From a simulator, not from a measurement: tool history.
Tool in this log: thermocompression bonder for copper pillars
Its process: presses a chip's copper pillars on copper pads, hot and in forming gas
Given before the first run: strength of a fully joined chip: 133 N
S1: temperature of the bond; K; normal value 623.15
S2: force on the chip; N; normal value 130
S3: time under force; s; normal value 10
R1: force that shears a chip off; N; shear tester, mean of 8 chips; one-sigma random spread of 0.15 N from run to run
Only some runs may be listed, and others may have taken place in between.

run,hour,S1,S2,S3,R1
1,0.0,623.15,130,10,49.4
2,57.6,623.15,130,10,49.1
3,90.6,623.15,127,10,48.5
# hour 104.6: forming gas filter changed
4,142.2,623.15,127,10,48.4
5,185.4,623.15,130,10,49.1
6,215.6,623.15,130,10,48.9
# hour 268.4: forming gas filter changed
7,268.4,623.15,130,10,49.1
# hour 281.4: heater calibrated with a thermocouple chip
8,328.2,620.15,182,10,56.2
9,392.9,623.15,130,17,59.7
10,423.6,623.15,130,17,59.3
# hour 433.1: forming gas filter changed
11,454.0,618.15,130,6,37.1
12,508.7,646.15,131,10,63.5
13,574.4,629.15,130,10,52.3

Pick out some run-to-run changes in R1. Of each, how much would a tool without hidden state show as well, from the settings, what came in and chance, and how much is left for the hidden state and any gauge scatter not in both results compared?
The tool's hidden condition here consists of: true temperature of the bond over the reading, C; force that reaches the chip, % of what is set; oxide that the forming gas leaves, % of the face; drift of the gauge itself on shear_n, %.
Run 10 -> 11: S1 623.15 -> 618.15, S3 17 -> 6, forming gas filter changed. R1 -22.2 N: hidden state +0.4, all else -22.6.
Run 11 -> 12: S1 618.15 -> 646.15, S2 130 -> 131, S3 6 -> 10. R1 +26.4 N: hidden state -0.3, all else +26.7.
